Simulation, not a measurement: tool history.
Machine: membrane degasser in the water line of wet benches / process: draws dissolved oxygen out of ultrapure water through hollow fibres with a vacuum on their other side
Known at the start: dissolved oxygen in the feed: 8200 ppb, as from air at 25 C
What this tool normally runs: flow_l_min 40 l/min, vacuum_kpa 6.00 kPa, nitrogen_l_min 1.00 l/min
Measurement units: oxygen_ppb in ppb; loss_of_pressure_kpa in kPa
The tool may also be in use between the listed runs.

Run 1, day 0.000: usual settings. Result: oxygen_ppb 415.9 ppb, loss_of_pressure_kpa 35.37 kPa.
Run 2, day 4.821: usual settings. Result: oxygen_ppb 418.0 ppb, loss_of_pressure_kpa 35.41 kPa.
Run 3, day 7.588: usual settings. Result: oxygen_ppb 411.6 ppb, loss_of_pressure_kpa 35.28 kPa.
Run 4, day 11.788: usual settings. Result: oxygen_ppb 422.8 ppb, loss_of_pressure_kpa 35.34 kPa.
Run 5, day 14.100: usual settings but nitrogen_l_min 1.30 l/min. Result: oxygen_ppb 382.6 ppb, loss_of_pressure_kpa 35.60 kPa.
Run 6, day 18.150: usual settings. Result: oxygen_ppb 414.8 ppb, loss_of_pressure_kpa 35.23 kPa.
Run 7, day 22.971: usual settings but nitrogen_l_min 2.51 l/min. Result: oxygen_ppb 299.6 ppb, loss_of_pressure_kpa 35.42 kPa.
Run 8, day 25.500: usual settings but nitrogen_l_min 0.78 l/min. Result: oxygen_ppb 461.5 ppb, loss_of_pressure_kpa 35.52 kPa.
Run 9, day 27.604: usual settings but vacuum_kpa 5.18 kPa. Result: oxygen_ppb 360.1 ppb, loss_of_pressure_kpa 35.40 kPa.
Run 10, day 31.846: usual settings but vacuum_kpa 5.18 kPa. Result: oxygen_ppb 364.0 ppb, loss_of_pressure_kpa 35.47 kPa.
Run 11, day 36.829: usual settings but nitrogen_l_min 0.54 l/min. Result: oxygen_ppb 536.8 ppb, loss_of_pressure_kpa 35.50 kPa.
Run 12, day 38.904: usual settings but flow_l_min 58 l/min, nitrogen_l_min 0.54 l/min. Result: oxygen_ppb 721.3 ppb, loss_of_pressure_kpa 51.35 kPa.
Run 13, day 41.133: usual settings. Result: oxygen_ppb 417.7 ppb, loss_of_pressure_kpa 35.24 kPa.
Run 14, day 45.692: usual settings. Result: oxygen_ppb 425.0 ppb, loss_of_pressure_kpa 35.69 kPa.
Run 15, day 48.692: usual settings but nitrogen_l_min 1.29 l/min. Result: oxygen_ppb 373.2 ppb, loss_of_pressure_kpa 35.49 kPa.
Run 16, day 53.171: usual settings but flow_l_min 33 l/min, vacuum_kpa 6.42 kPa, nitrogen_l_min 0.62 l/min. Result: oxygen_ppb 464.4 ppb, loss_of_pressure_kpa 29.19 kPa.
Run 17, day 57.271: usual settings but flow_l_min 38 l/min, nitrogen_l_min 1.38 l/min. Result: oxygen_ppb 358.2 ppb, loss_of_pressure_kpa 33.56 kPa.
Run 18, day 62.192: usual settings but flow_l_min 38 l/min, vacuum_kpa 13.69 kPa, nitrogen_l_min 0.76 l/min. Result: oxygen_ppb 1070.4 ppb, loss_of_pressure_kpa 33.95 kPa.
Run 19, day 66.738: usual settings but flow_l_min 38 l/min, vacuum_kpa 13.69 kPa, nitrogen_l_min 0.76 l/min. Result: oxygen_ppb 1075.7 ppb, loss_of_pressure_kpa 33.55 kPa.
Run 20, day 69.696: usual settings but flow_l_min 41 l/min, vacuum_kpa 6.21 kPa, nitrogen_l_min 1.26 l/min. Result: oxygen_ppb 405.8 ppb, loss_of_pressure_kpa 36.55 kPa.
Run 21, day 73.621: usual settings but flow_l_min 41 l/min, vacuum_kpa 9.79 kPa, nitrogen_l_min 2.13 l/min. Result: oxygen_ppb 485.1 ppb, loss_of_pressure_kpa 36.22 kPa.
Run 22, day 77.521: usual settings but vacuum_kpa 9.57 kPa, nitrogen_l_min 0.65 l/min. Result: oxygen_ppb 846.5 ppb, loss_of_pressure_kpa 35.69 kPa.
Run 23, day 80.892: usual settings but vacuum_kpa 9.57 kPa, nitrogen_l_min 0.65 l/min. Result: oxygen_ppb 855.7 ppb, loss_of_pressure_kpa 35.28 kPa.
Run 24, day 83.650: usual settings but flow_l_min 52 l/min, vacuum_kpa 4.47 kPa, nitrogen_l_min 0.96 l/min. Result: oxygen_ppb 407.0 ppb, loss_of_pressure_kpa 46.31 kPa.
Run 25, day 86.729: usual settings but flow_l_min 26 l/min, vacuum_kpa 11.94 kPa, nitrogen_l_min 0.66 l/min. Result: oxygen_ppb 774.5 ppb, loss_of_pressure_kpa 23.08 kPa.
Run 26, day 88.875: usual settings but vacuum_kpa 12.93 kPa, nitrogen_l_min 1.75 l/min. Result: oxygen_ppb 665.5 ppb, loss_of_pressure_kpa 35.63 kPa.
Run 27, day 93.008: usual settings but vacuum_kpa 12.93 kPa, nitrogen_l_min 1.75 l/min. Result: oxygen_ppb 662.7 ppb, loss_of_pressure_kpa 35.47 kPa.
Run 28, day 95.062: usual settings but flow_l_min 25 l/min, vacuum_kpa 3.73 kPa. Result: oxygen_ppb 148.3 ppb, loss_of_pressure_kpa 22.42 kPa.
Run 29, day 98.067: usual settings but flow_l_min 47 l/min, vacuum_kpa 6.36 kPa, nitrogen_l_min 2.59 l/min. Result: oxygen_ppb 369.5 ppb, loss_of_pressure_kpa 42.01 kPa.

Forecast each of these 3 alternatives for the next run:
Run A, day 102.171: usual settings but nitrogen_l_min 1.40 l/min. Result: oxygen_ppb ?, loss_of_pressure_kpa ?.
Run B, day 102.171: usual settings but nitrogen_l_min 2.56 l/min. Result: oxygen_ppb ?, loss_of_pressure_kpa ?.
Run C, day 102.171: usual settings but flow_l_min 55 l/min, nitrogen_l_min 2.12 l/min. Result: oxygen_ppb ?, loss_of_pressure_kpa ?.

run  oxygen_ppb  loss_of_pressure_kpa
  A       376.4                 35.74
  B       305.7                 35.73
  C       450.4                 49.13
With no hidden state in the tool, these same runs would have given:
run  oxygen_ppb  loss_of_pressure_kpa
  A       362.9                 35.32
  B       293.6                 35.31
  C       434.9                 48.56
